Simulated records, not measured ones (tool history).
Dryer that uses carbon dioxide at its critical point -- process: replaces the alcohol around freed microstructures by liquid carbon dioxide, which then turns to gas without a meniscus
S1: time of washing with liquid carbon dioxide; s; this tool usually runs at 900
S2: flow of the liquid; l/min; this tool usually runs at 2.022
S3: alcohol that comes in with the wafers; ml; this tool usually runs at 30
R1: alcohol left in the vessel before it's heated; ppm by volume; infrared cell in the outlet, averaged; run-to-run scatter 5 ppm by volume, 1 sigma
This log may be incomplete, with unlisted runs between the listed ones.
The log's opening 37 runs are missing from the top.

run 38 day=10.242 | S1=540 S2=1.99 S3=86 | R1=657
run 39 day=10.496 | S1=1020 S2=2.022 S3=42 | R1=93
run 40 day=10.762 | S1=1020 S2=2.022 S3=42 | R1=110
run 41 day=11 | S1=1020 S2=2.022 S3=42 | R1=103
run 42 day=11.338 | S1=900 S2=2.022 S3=26 | R1=112
run 43 day=11.521 | S1=900 S2=2.022 S3=26 | R1=96
run 44 day=11.696 | S1=1320 S2=3.16 S3=73 | R1=105
run 45 day=12.012 | S1=1320 S2=3.16 S3=73 | R1=88
run 46 day=12.4 | S1=1320 S2=3.16 S3=73 | R1=92
run 47 day=12.792 | S1=1320 S2=3.16 S3=73 | R1=96

Predict each of these 3 candidate next runs independently; none follows another, all start after run 47:
run A day=12.954 | S1=1380 S2=1.87 S3=31 | R1=?
run B day=12.954 | S1=1320 S2=1.99 S3=35 | R1=?
run C day=12.954 | S1=1320 S2=3.16 S3=49 | R1=?

run=A R1=100
run=B R1=103
run=C R1=98
Stripped of hidden state, with their random variation kept, the same runs would have yielded:
run=A R1=9
run=B R1=13
run=C R1=6
